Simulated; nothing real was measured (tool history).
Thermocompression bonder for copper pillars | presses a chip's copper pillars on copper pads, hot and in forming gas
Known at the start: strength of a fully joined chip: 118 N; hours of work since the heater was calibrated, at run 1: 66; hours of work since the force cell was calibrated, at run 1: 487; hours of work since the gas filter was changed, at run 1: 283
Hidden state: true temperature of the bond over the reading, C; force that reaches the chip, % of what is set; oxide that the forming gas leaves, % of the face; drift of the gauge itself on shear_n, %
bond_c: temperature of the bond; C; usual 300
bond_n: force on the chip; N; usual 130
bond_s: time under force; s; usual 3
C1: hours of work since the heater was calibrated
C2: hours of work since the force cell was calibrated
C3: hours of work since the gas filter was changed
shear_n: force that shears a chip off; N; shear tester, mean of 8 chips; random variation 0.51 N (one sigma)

{"run": 1, "hour": 0.0, "bond_c": 300, "bond_n": 130, "bond_s": 3, "C1": 66, "C2": 487, "C3": 283, "shear_n": 79.5}
{"run": 2, "hour": 7.6, "bond_c": 300, "bond_n": 130, "bond_s": 3, "C1": 70, "C2": 490, "C3": 286, "shear_n": 78.2}
{"run": 3, "hour": 18.4, "bond_c": 300, "bond_n": 130, "bond_s": 4, "C1": 74, "C2": 495, "C3": 290, "shear_n": 83.9}
{"run": 4, "hour": 28.1, "bond_c": 300, "bond_n": 130, "bond_s": 4, "C1": 78, "C2": 498, "C3": 294, "shear_n": 84.0}
{"run": 5, "hour": 46.9, "bond_c": 300, "bond_n": 139, "bond_s": 4, "C1": 86, "C2": 506, "C3": 302, "shear_n": 86.6}
{"run": 6, "hour": 64.3, "bond_c": 300, "bond_n": 139, "bond_s": 4, "C1": 93, "C2": 513, "C3": 309, "shear_n": 85.2}
{"run": 7, "hour": 77.2, "bond_c": 300, "bond_n": 130, "bond_s": 3, "C1": 98, "C2": 518, "C3": 314, "shear_n": 79.4}
{"run": 8, "hour": 94.8, "bond_c": 300, "bond_n": 130, "bond_s": 3, "C1": 105, "C2": 526, "C3": 322, "shear_n": 78.2}
{"run": 9, "hour": 111.9, "bond_c": 327, "bond_n": 130, "bond_s": 3, "C1": 112, "C2": 533, "C3": 328, "shear_n": 92.7}
{"run": 10, "hour": 121.6, "bond_c": 289, "bond_n": 130, "bond_s": 3, "C1": 116, "C2": 536, "C3": 332, "shear_n": 71.2}
{"run": 11, "hour": 133.9, "bond_c": 285, "bond_n": 130, "bond_s": 3, "C1": 121, "C2": 542, "C3": 337, "shear_n": 68.5}
{"run": 12, "hour": 144.5, "bond_c": 285, "bond_n": 130, "bond_s": 3, "C1": 125, "C2": 546, "C3": 342, "shear_n": 68.3}
{"run": 13, "hour": 158.8, "bond_c": 285, "bond_n": 130, "bond_s": 3, "C1": 131, "C2": 552, "C3": 348, "shear_n": 67.8}
{"run": 14, "hour": 176.1, "bond_c": 285, "bond_n": 130, "bond_s": 3, "C1": 138, "C2": 559, "C3": 355, "shear_n": 68.1}
{"run": 15, "hour": 192.2, "bond_c": 285, "bond_n": 130, "bond_s": 3, "C1": 145, "C2": 565, "C3": 361, "shear_n": 68.5}
{"run": 16, "hour": 208.8, "bond_c": 285, "bond_n": 130, "bond_s": 3, "C1": 151, "C2": 572, "C3": 368, "shear_n": 67.4}
{"run": 17, "hour": 223.8, "bond_c": 285, "bond_n": 130, "bond_s": 3, "C1": 157, "C2": 578, "C3": 374, "shear_n": 68.0}
{"run": 18, "hour": 233.3, "bond_c": 285, "bond_n": 130, "bond_s": 3, "C1": 161, "C2": 582, "C3": 378, "shear_n": 67.3}
{"run": 19, "hour": 249.7, "bond_c": 300, "bond_n": 130, "bond_s": 3, "C1": 168, "C2": 589, "C3": 385, "shear_n": 76.8}
{"hour": 254.4, "done": "forming gas filter changed"}
{"run": 20, "hour": 264.9, "bond_c": 300, "bond_n": 130, "bond_s": 3, "C1": 174, "C2": 595, "C3": 4, "shear_n": 86.0}
{"run": 21, "hour": 282.5, "bond_c": 300, "bond_n": 82, "bond_s": 3, "C1": 181, "C2": 602, "C3": 11, "shear_n": 70.7}
{"run": 22, "hour": 297.6, "bond_c": 300, "bond_n": 130, "bond_s": 2, "C1": 187, "C2": 608, "C3": 18, "shear_n": 77.2}
{"run": 23, "hour": 309.3, "bond_c": 300, "bond_n": 151, "bond_s": 2, "C1": 192, "C2": 613, "C3": 22, "shear_n": 81.8}
{"run": 24, "hour": 319.5, "bond_c": 300, "bond_n": 151, "bond_s": 2, "C1": 196, "C2": 617, "C3": 27, "shear_n": 81.6}
{"run": 25, "hour": 333.2, "bond_c": 300, "bond_n": 151, "bond_s": 2, "C1": 202, "C2": 622, "C3": 32, "shear_n": 81.9}
{"run": 26, "hour": 348.0, "bond_c": 300, "bond_n": 151, "bond_s": 2, "C1": 208, "C2": 628, "C3": 38, "shear_n": 81.7}
{"run": 27, "hour": 363.4, "bond_c": 297, "bond_n": 151, "bond_s": 2, "C1": 214, "C2": 635, "C3": 44, "shear_n": 78.9}
{"hour": 366.6, "done": "force cell calibrated"}
{"run": 28, "hour": 381.8, "bond_c": 297, "bond_n": 151, "bond_s": 2, "C1": 221, "C2": 6, "C3": 51, "shear_n": 78.2}
{"run": 29, "hour": 391.3, "bond_c": 302, "bond_n": 130, "bond_s": 3, "C1": 225, "C2": 10, "C3": 55, "shear_n": 85.2}
{"run": 30, "hour": 405.4, "bond_c": 302, "bond_n": 130, "bond_s": 3, "C1": 231, "C2": 16, "C3": 61, "shear_n": 85.7}
{"run": 31, "hour": 422.7, "bond_c": 302, "bond_n": 130, "bond_s": 3, "C1": 238, "C2": 23, "C3": 68, "shear_n": 85.8}
{"hour": 427.3, "done": "force cell calibrated, once more"}
{"run": 32, "hour": 440.2, "bond_c": 298, "bond_n": 150, "bond_s": 3, "C1": 244, "C2": 5, "C3": 74, "shear_n": 88.7}
{"run": 33, "hour": 455.3, "bond_c": 298, "bond_n": 150, "bond_s": 3, "C1": 250, "C2": 11, "C3": 81, "shear_n": 89.1}
{"run": 34, "hour": 463.3, "bond_c": 300, "bond_n": 130, "bond_s": 2, "C1": 254, "C2": 15, "C3": 84, "shear_n": 76.7}
{"run": 35, "hour": 472.5, "bond_c": 294, "bond_n": 119, "bond_s": 4, "C1": 257, "C2": 18, "C3": 88, "shear_n": 84.3}
{"run": 36, "hour": 486.2, "bond_c": 296, "bond_n": 130, "bond_s": 3, "C1": 263, "C2": 24, "C3": 93, "shear_n": 81.9}
{"run": 37, "hour": 502.8, "bond_c": 296, "bond_n": 130, "bond_s": 3, "C1": 270, "C2": 31, "C3": 100, "shear_n": 81.6}
{"run": 38, "hour": 516.0, "bond_c": 296, "bond_n": 130, "bond_s": 3, "C1": 275, "C2": 36, "C3": 105, "shear_n": 82.2}
{"run": 39, "hour": 526.3, "bond_c": 300, "bond_n": 102, "bond_s": 2, "C1": 279, "C2": 40, "C3": 109, "shear_n": 69.3}
{"run": 40, "hour": 534.2, "bond_c": 291, "bond_n": 84, "bond_s": 5, "C1": 282, "C2": 43, "C3": 113, "shear_n": 75.0}
{"run": 41, "hour": 545.3, "bond_c": 291, "bond_n": 84, "bond_s": 5, "C1": 287, "C2": 48, "C3": 117, "shear_n": 74.3}

Some steps in shear_n between neighbouring runs. How much of each would the tool show without its hidden state too (settings, what came in, random variation), and how much is left for the hidden state, with any gauge scatter that isn't in both results?
Run 8 -> 9: bond_c 300 -> 327. shear_n +14.5 N: hidden state -1.4, all else +15.9.
Run 9 -> 10: bond_c 327 -> 289. shear_n -21.5 N: hidden state +2.0, all else -23.5.
Run 19 -> 20: forming gas filter changed. shear_n +9.2 N: hidden state +8.7, all else +0.5.
Run 20 -> 21: bond_n 130 -> 82. shear_n -15.3 N: hidden state -0.1, all else -15.2.

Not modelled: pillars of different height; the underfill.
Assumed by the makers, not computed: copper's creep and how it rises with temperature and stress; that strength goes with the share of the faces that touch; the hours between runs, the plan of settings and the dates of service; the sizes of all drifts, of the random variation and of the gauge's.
